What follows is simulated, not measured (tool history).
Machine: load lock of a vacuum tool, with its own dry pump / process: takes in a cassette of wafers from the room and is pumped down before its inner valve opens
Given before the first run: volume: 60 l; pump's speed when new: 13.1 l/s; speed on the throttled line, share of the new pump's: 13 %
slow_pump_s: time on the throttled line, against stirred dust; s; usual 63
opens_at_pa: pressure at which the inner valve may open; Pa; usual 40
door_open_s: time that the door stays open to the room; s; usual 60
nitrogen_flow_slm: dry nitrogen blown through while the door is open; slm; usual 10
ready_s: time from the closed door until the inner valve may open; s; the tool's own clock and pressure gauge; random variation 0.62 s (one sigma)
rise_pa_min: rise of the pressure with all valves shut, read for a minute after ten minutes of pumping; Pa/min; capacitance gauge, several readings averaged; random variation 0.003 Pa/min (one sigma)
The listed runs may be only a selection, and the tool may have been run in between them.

run,hour,slow_pump_s,opens_at_pa,door_open_s,nitrogen_flow_slm,"incoming humidity of the room's air, %",ready_s,rise_pa_min
1,0.0,63,40,60,10,43.4,93.5,0.178
2,320.6,63,40,60,10,46.0,93.9,0.202
3,486.6,63,40,60,10,44.3,92.2,0.201
4,828.6,63,40,60,10,48.3,92.5,0.221
5,1077.2,63,40,60,10,45.4,94.5,0.232
6,1439.0,38,40,60,10,44.2,72.3,0.248
7,1750.4,38,40,60,10,44.2,72.7,0.269
8,1934.3,63,40,60,10,44.2,93.0,0.266
9,2250.9,89,40,60,10,45.7,116.1,0.287
10,2584.2,89,40,60,10,46.6,115.8,0.317
11,2942.6,63,40,60,10,42.3,95.1,0.329
12,3253.4,63,40,60,10,46.1,95.2,0.352
13,3554.0,63,40,60,10,45.3,95.2,0.378
14,3721.0,63,40,60,10,44.6,95.4,0.386
15,3882.6,63,40,60,10,43.6,95.6,0.401
# hour 4119.4: door's seal changed, seat wiped
16,4212.1,63,40,60,10,45.6,95.4,0.055
17,4366.5,63,40,60,27,43.4,95.3,0.038
18,4624.9,63,40,60,10,43.0,95.2,0.053
19,4827.4,63,40,60,10,40.7,96.2,0.055
20,4994.8,105,40,150,13,45.1,131.1,0.079
21,5322.6,50,29,86,10,44.0,87.0,0.079
22,5641.9,58,35,60,8,48.6,92.6,0.085
23,5839.5,92,42,52,21,44.3,119.1,0.064
24,6049.3,63,40,105,10,45.4,98.2,0.100
25,6306.2,96,37,208,18,45.1,124.7,0.113
26,6632.4,96,37,208,18,46.4,124.6,0.124
27,6821.0,90,40,121,9,44.7,121.8,0.129
28,7114.4,63,43,60,11,47.0,97.9,0.122
29,7406.9,40,75,44,42,45.2,74.1,0.098
30,7583.4,63,40,79,33,43.9,97.5,0.116
31,7744.4,74,40,29,10,45.2,107.2,0.124
32,7921.3,39,40,41,9,48.3,77.9,0.137
33,8277.6,63,68,60,13,44.9,95.1,0.157
34,8483.4,63,79,117,10,43.2,93.7,0.179
35,8839.4,63,30,77,11,44.9,100.1,0.184
36,9104.2,75,42,93,6,44.9,109.9,0.208
37,9473.0,79,53,88,6,46.9,111.7,0.238

What if the next run were any one of these 3? Each begins from the tool's condition after run 37:
A,9693.8,63,40,200,22,44.4,?,?
B,9693.8,86,53,88,10,41.6,?,?
C,9693.8,63,53,36,36,45.0,?,?

run,ready_s,rise_pa_min
A,99.4,0.228
B,117.0,0.238
C,97.9,0.193
Stripped of hidden state, with their random variation kept, the same runs would have yielded:
run,ready_s,rise_pa_min
A,90.8,0.055
B,109.8,0.061
C,89.6,0.022
